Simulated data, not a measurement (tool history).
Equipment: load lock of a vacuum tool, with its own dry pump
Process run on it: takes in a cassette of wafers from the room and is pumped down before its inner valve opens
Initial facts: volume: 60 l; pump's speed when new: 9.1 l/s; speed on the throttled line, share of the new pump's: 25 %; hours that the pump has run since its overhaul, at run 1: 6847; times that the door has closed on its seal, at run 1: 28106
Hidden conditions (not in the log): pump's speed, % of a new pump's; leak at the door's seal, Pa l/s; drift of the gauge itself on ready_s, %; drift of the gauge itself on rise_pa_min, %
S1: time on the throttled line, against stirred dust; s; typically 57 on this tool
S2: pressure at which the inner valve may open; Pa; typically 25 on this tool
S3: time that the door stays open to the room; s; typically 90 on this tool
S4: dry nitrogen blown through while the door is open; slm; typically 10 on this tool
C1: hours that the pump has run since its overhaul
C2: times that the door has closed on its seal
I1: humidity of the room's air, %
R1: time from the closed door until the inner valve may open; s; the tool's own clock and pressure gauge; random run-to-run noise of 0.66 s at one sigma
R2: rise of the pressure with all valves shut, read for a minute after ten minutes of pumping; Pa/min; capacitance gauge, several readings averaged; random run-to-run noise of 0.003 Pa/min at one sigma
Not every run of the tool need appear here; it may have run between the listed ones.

Run 1, hour 0: usual settings; C1 6847; C2 28106; I1 45.3. Result: R1 100.5 s, R2 0.225 Pa/min.
At hour 397.3: door's seal changed, seat wiped.
Run 2, hour 622.3: usual settings; C1 7467; C2 590; I1 49.7. Result: R1 103.8 s, R2 0.045 Pa/min.
Run 3, hour 1161.2: usual settings; C1 8006; C2 2001; I1 49.7. Result: R1 102.4 s, R2 0.045 Pa/min.
Run 4, hour 1702.3: usual settings; C1 8547; C2 3418; I1 45.1. Result: R1 103.2 s, R2 0.048 Pa/min.
Run 5, hour 2179.8: usual settings but S4 37 slm; C1 9025; C2 4669; I1 46.2. Result: R1 104 s, R2 0.034 Pa/min.
Run 6, hour 2630: usual settings but S3 59 s; C1 9475; C2 5849; I1 46.2. Result: R1 103.6 s, R2 0.049 Pa/min.
Run 7, hour 2891.4: usual settings; C1 9736; C2 6533; I1 43.9. Result: R1 104.6 s, R2 0.055 Pa/min.
Run 8, hour 3392.5: usual settings; C1 10238; C2 7846; I1 41.2. Result: R1 102.7 s, R2 0.055 Pa/min.
Run 9, hour 3976.6: usual settings; C1 10822; C2 9376; I1 45.6. Result: R1 104.3 s, R2 0.073 Pa/min.
Run 10, hour 4277.7: usual settings; C1 11123; C2 10164; I1 43. Result: R1 105 s, R2 0.074 Pa/min.
Run 11, hour 4927.1: usual settings; C1 11772; C2 11865; I1 39.7. Result: R1 105.6 s, R2 0.078 Pa/min.
Run 12, hour 5563.8: usual settings but S4 27 slm; C1 12409; C2 13533; I1 45.5. Result: R1 106 s, R2 0.087 Pa/min.
Run 13, hour 6185.8: usual settings; C1 13031; C2 15162; I1 50.5. Result: R1 107.3 s, R2 0.112 Pa/min.
Run 14, hour 6621.1: usual settings; C1 13466; C2 16303; I1 42. Result: R1 107.2 s, R2 0.115 Pa/min.
Run 15, hour 6931.2: usual settings but S4 24 slm; C1 13776; C2 17115; I1 45.3. Result: R1 106.2 s, R2 0.111 Pa/min.
Run 16, hour 7211.9: usual settings; C1 14057; C2 17850; I1 44.7. Result: R1 108.1 s, R2 0.128 Pa/min.
Run 17, hour 7525: usual settings; C1 14370; C2 18670; I1 44.7. Result: R1 107.9 s, R2 0.137 Pa/min.
Run 18, hour 8150.5: usual settings; C1 14995; C2 20308; I1 46.3. Result: R1 108.7 s, R2 0.148 Pa/min.
Run 19, hour 8770.6: usual settings; C1 15616; C2 21933; I1 51.6. Result: R1 108.3 s, R2 0.173 Pa/min.
Run 20, hour 9347.3: usual settings; C1 16192; C2 23443; I1 43.2. Result: R1 109.9 s, R2 0.181 Pa/min.
Run 21, hour 9782.1: usual settings but S1 46 s, S2 22 Pa, S3 216 s, S4 18 slm; C1 16627; C2 24582; I1 43.9. Result: R1 103.6 s, R2 0.196 Pa/min.
At hour 10040.2: dry pump taken out, an overhauled one fitted.
Run 22, hour 10300.3: usual settings but S2 48 Pa, S3 230 s, S4 11 slm; C1 260; C2 25924; I1 46.9. Result: R1 94.4 s, R2 0.225 Pa/min.
Run 23, hour 10838.1: usual settings but S2 48 Pa, S3 230 s, S4 11 slm; C1 798; C2 27333; I1 45.5. Result: R1 94.2 s, R2 0.24 Pa/min.
Run 24, hour 11280.5: usual settings but S2 48 Pa, S3 230 s, S4 11 slm; C1 1240; C2 28491; I1 47.4. Result: R1 93.3 s, R2 0.262 Pa/min.
At hour 11521.5: door's seal changed, seat wiped.
Run 25, hour 11792.6: usual settings but S1 61 s, S2 30 Pa; C1 1751; C2 710; I1 47.4. Result: R1 100.8 s, R2 0.041 Pa/min.
Run 26, hour 12166: usual settings but S1 61 s, S2 30 Pa; C1 2124; C2 1688; I1 41.4. Result: R1 101.2 s, R2 0.042 Pa/min.
Run 27, hour 12577.1: usual settings but S1 103 s, S2 33 Pa, S3 78 s, S4 18 slm; C1 2535; C2 2765; I1 46.9. Result: R1 131.8 s, R2 0.039 Pa/min.
Run 28, hour 12949.7: usual settings but S1 103 s, S2 33 Pa, S3 78 s, S4 18 slm; C1 2908; C2 3741; I1 47.6. Result: R1 131.8 s, R2 0.043 Pa/min.
Run 29, hour 13510.5: usual settings but S1 111 s, S4 14 slm; C1 3469; C2 5210; I1 45.7. Result: R1 139.7 s, R2 0.049 Pa/min.
Run 30, hour 13804.8: usual settings but S1 86 s, S2 37 Pa, S3 218 s, S4 23 slm; C1 3763; C2 5980; I1 44.3. Result: R1 118.8 s, R2 0.063 Pa/min.
Run 31, hour 14084.1: usual settings but S1 86 s, S2 37 Pa, S3 64 s, S4 7 slm; C1 4042; C2 6712; I1 45.1. Result: R1 118.2 s, R2 0.061 Pa/min.
Run 32, hour 14414.1: usual settings but S1 88 s, S3 48 s; C1 4372; C2 7576; I1 44.3. Result: R1 124.5 s, R2 0.057 Pa/min.
Run 33, hour 14816.6: usual settings but S1 88 s, S2 47 Pa, S3 46 s, S4 26 slm; C1 4775; C2 8631; I1 44.6. Result: R1 119.6 s, R2 0.054 Pa/min.
Run 34, hour 15145.5: usual settings but S1 88 s, S2 47 Pa, S3 46 s, S4 26 slm; C1 5104; C2 9492; I1 44. Result: R1 118.7 s, R2 0.063 Pa/min.
Run 35, hour 15675.3: usual settings but S1 88 s, S2 47 Pa, S3 46 s, S4 26 slm; C1 5634; C2 10880; I1 43.2. Result: R1 119.9 s, R2 0.066 Pa/min.
Run 36, hour 16326.4: usual settings but S1 39 s, S2 23 Pa, S3 38 s, S4 26 slm; C1 6285; C2 12585; I1 46. Result: R1 88.5 s, R2 0.074 Pa/min.

Predict each of these 4 candidate next runs independently; none follows another, all start after run 36:
Run A, hour 16835.5: usual settings but S1 39 s, S2 23 Pa, S3 199 s, S4 26 slm; C1 6794; C2 13919; I1 44.4. Result: R1 ?, R2 ?.
Run B, hour 16835.5: usual settings but S2 18 Pa, S3 168 s; C1 6794; C2 13919; I1 46.9. Result: R1 ?, R2 ?.
Run C, hour 16835.5: usual settings but S1 39 s, S2 19 Pa, S3 74 s, S4 15 slm; C1 6794; C2 13919; I1 42.9. Result: R1 ?, R2 ?.
Run D, hour 16835.5: usual settings but S1 69 s, S2 31 Pa; C1 6794; C2 13919; I1 45.1. Result: R1 ?, R2 ?.

run     R1     R2
  A   89.5  0.105
  B  103.4  0.115
  C   91.4  0.096
  D  110.1  0.109
The same runs, with their run-to-run variation unchanged, on a tool lacking any hidden condition would have given:
run     R1     R2
  A   84.9  0.037
  B   99.2  0.046
  C   86.7  0.028
  D  106.4  0.041

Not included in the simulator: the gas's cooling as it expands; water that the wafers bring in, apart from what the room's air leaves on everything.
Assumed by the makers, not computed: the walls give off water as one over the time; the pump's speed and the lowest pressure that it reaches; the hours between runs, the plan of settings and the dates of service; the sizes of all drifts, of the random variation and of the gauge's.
